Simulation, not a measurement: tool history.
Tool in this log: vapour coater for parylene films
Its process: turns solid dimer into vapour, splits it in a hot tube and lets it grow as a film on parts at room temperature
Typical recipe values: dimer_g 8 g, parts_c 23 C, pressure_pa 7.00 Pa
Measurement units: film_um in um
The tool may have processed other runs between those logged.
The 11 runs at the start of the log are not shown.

| run | day | dimer_g | parts_c | pressure_pa | film_um |
|---|---|---|---|---|---|
| 12 | 11.233 | 8 | 23 | 5.58 | 3.01 |
| 13 | 12.412 | 8 | 23 | 5.58 | 2.98 |
| 14 | 13.196 | 8 | 23 | 7.00 | 2.81 |
| 15 | 13.808 | 8 | 23 | 7.00 | 2.78 |
| 16 | 15.158 | 8 | 23 | 7.00 | 2.80 |
|  | 16.129 | table's thermometer calibrated |
| 17 | 16.504 | 8 | 23 | 4.47 | 2.98 |
|  | 17.571 | trap's valve overhauled |
| 18 | 17.612 | 4 | 18 | 9.25 | 1.65 |
| 19 | 18.579 | 6 | 30 | 7.00 | 1.61 |
| 20 | 19.888 | 6 | 30 | 11.10 | 1.43 |
| 21 | 21.125 | 6 | 30 | 11.10 | 1.48 |
| 22 | 22.446 | 8 | 20 | 4.79 | 3.42 |
| 23 | 23.412 | 8 | 26 | 11.08 | 2.21 |
| 24 | 24.746 | 8 | 26 | 11.08 | 2.25 |
| 25 | 25.667 | 4 | 23 | 4.30 | 1.55 |
| 26 | 26.621 | 4 | 31 | 3.52 | 1.22 |
| 27 | 27.279 | 4 | 24 | 3.64 | 1.57 |
| 28 | 28.412 | 4 | 23 | 7.00 | 1.34 |
| 29 | 29.696 | 9 | 30 | 3.42 | 2.74 |
| 30 | 30.696 | 13 | 29 | 6.01 | 3.52 |
| 31 | 31.358 | 6 | 26 | 2.24 | 2.40 |

Each row is a separate what-if for the run after 31, all from the same tool condition, not one after another. Results?
|  | 32.175 | trap's valve overhauled |
| A | 32.754 | 9 | 16 | 6.51 | ? |
|  | 32.175 | trap's valve overhauled |
| B | 32.754 | 8 | 23 | 3.90 | ? |
|  | 32.175 | trap's valve overhauled |
| C | 32.754 | 4 | 33 | 7.00 | ? |
|  | 32.175 | trap's valve overhauled |
| D | 32.754 | 4 | 26 | 3.32 | ? |
|  | 32.175 | trap's valve overhauled |
| E | 32.754 | 5 | 26 | 4.85 | ? |

| run | film_um |
|---|---|
| A | 4.41 |
| B | 3.39 |
| C | 0.99 |
| D | 1.55 |
| E | 1.79 |
Had the tool no hidden state, the same runs would have come out as:
| run | film_um |
|---|---|
| A | 4.42 |
| B | 3.40 |
| C | 0.99 |
| D | 1.56 |
| E | 1.79 |
